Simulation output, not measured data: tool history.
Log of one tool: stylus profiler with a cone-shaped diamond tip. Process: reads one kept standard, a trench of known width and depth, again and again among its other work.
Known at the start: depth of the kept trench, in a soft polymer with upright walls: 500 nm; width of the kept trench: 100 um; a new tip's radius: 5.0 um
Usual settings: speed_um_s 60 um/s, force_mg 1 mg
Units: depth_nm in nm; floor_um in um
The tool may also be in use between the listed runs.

run	day	speed_um_s	force_mg	depth_nm	floor_um
1	0	60	1	503.85	94.36
2	0.654	60	1	503.9	94.38
3	1.704	60	1	504.04	94.32
4	2.596	60	1	503.91	94.28
5	3.288	60	1	504	94.22
6	4.25	60	2.47	506.94	94.38
7	5.342	60	1	503.95	94.21
8	6.483	60	1.06	504.23	94.19
9	7.329	60	1.06	504.2	94.14
10	8.179	60	1.06	504.15	94.13
11	9.221	60	1.06	504.51	94.13
12	10.696	60	1	503.98	94.06
13	11.712	25	1	504.22	94.25
# day 11.838: height scale calibrated on a step standard
14	13.192	25	1	504.28	94.21
15	14.671	25	1	504.36	94.18
16	15.467	60	1.31	505.17	93.99
17	16.821	60	1.31	505.14	93.92
18	17.471	60	1.31	505.11	93.87
19	18.75	60	1.31	505.1	93.79
20	19.525	60	1.31	505.01	93.79
# day 20.475: height scale calibrated on a step standard, once more
21	20.746	60	2.34	506.44	93.84
22	22.238	62	2.34	506.34	93.8
23	23.738	60	1	503.76	93.66
24	24.7	49	1.75	505.41	93.72
25	25.446	32	1.95	505.74	93.86
26	26.854	27	0.92	503.63	93.75
27	27.904	53	0.57	502.7	93.47
28	29.079	20	1.17	504.33	93.75
29	29.925	85	0.46	502.33	93.05
30	31.142	21	0.37	502.06	93.59
31	32.188	21	0.37	502.33	93.62
32	33.329	91	0.46	502.45	92.91
33	34	78	0.47	502.54	93.03
34	35.196	78	0.47	502.55	93
35	35.946	16	1.12	504.2	93.57
36	36.796	16	1.12	504.31	93.59
37	37.596	134	0.83	503.54	92.73
38	38.554	134	0.83	503.6	92.71
39	39.65	85	1.48	505.14	93.18
40	40.792	85	1.48	505.19	93.09
41	42.142	50	2.9	508.06	93.35
42	43.279	112	1	504.22	92.79
43	44.025	112	1	504.09	92.79
44	45.171	112	1	504.19	92.73
45	46.35	112	0.42	502.59	92.32

The next listed run, before its measurement:
46	47.529	60	0.34	?	?

{"run 46": {"depth_nm": 502.51, "floor_um": 92.69}}
Without the tool's hidden state the same run would have given depth_nm 501.78 nm, floor_um 94.97 um.
